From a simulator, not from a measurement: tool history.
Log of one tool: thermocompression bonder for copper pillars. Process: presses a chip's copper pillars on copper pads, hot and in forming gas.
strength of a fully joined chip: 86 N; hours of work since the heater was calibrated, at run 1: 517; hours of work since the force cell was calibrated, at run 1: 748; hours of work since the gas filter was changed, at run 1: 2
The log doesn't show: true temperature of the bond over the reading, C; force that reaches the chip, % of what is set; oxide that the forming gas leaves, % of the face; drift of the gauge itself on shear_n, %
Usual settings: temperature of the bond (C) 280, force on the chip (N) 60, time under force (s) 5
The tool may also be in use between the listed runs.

run    hour  temperature of the bond (C)  force on the chip (N)  time under force (s)  hours of work since the heater was calibrated  hours of work since the force cell was calibrated  hours of work since the gas filter was changed  force that shears a chip off (N)
  1       0                          280                     60                     5                                            517                                                748                                               2                              48.2
  2    44.1                          280                     60                     5                                            539                                                770                                              23                              48.4
  3   129.4                          280                     60                     5                                            581                                                812                                              65                              48.2
  4   179.6                          280                     60                     5                                            606                                                837                                              90                              47.9
  5   226.9                          280                     60                     6                                            629                                                861                                             114                              51.1
  6   309.3                          280                     60                     6                                            670                                                901                                             154                              50.8
  7   367.3                          280                     60                     6                                            699                                                930                                             183                              50.7
      399.9  -- force cell calibrated
  8   430.2                          280                     60                     6                                            729                                                 15                                             213                              50.5
  9   496.3                          280                     60                     6                                            762                                                 48                                             246                              50.5
 10   556.3                          280                     60                     6                                            791                                                 77                                             276                              50.7
 11   632.1                          280                     60                     6                                            829                                                115                                             313                              50.4
        648  -- forming gas filter changed
 12   679.2                          278                     60                     5                                            852                                                138                                              15                              46.3
 13   738.1                          278                     60                     5                                            881                                                167                                              45                              46.6
 14   807.3                          260                     60                     5                                            915                                                201                                              79                              36.6
 15   869.2                          260                     60                     5                                            946                                                232                                             109                              37.1
 16   938.1                          289                     83                     5                                            980                                                266                                             143                                65
 17   989.3                          280                     41                     9                                           1005                                                291                                             169                                41
 18  1030.3                          301                     50                    12                                           1025                                                311                                             189                              64.3
 19  1071.6                          301                     50                    12                                           1046                                                332                                             209                              64.2
 20  1121.6                          301                     50                    12                                           1070                                                356                                             234                              63.7
 21    1161                          301                     50                    12                                           1090                                                376                                             253                              63.8
 22  1236.8                          301                     50                    12                                           1127                                                413                                             291                              63.4
     1298.5  -- forming gas filter changed
 23  1309.2                          301                     50                    12                                           1163                                                449                                               5                              63.5
     1374.1  -- heater calibrated with a thermocouple chip
 24  1394.6                          269                     87                     5                                             10                                                490                                              46                              56.3
 25  1433.7                          277                     52                     4                                             29                                                509                                              66                              36.8

Forecast each of these 3 alternatives for the next run:
  A  1481.9                          280                     61                    10                                             53                                                533                                              90                                 ?
  B  1481.9                          275                     67                     9                                             53                                                533                                              90                                 ?
  C  1481.9                          280                     59                    10                                             53                                                533                                              90                                 ?

run  force that shears a chip off (N)
  A                              58.3
  B                              57.3
  C                              56.8
Without the tool's hidden state the same runs would have given:
run  force that shears a chip off (N)
  A                              59.9
  B                              58.9
  C                              58.3

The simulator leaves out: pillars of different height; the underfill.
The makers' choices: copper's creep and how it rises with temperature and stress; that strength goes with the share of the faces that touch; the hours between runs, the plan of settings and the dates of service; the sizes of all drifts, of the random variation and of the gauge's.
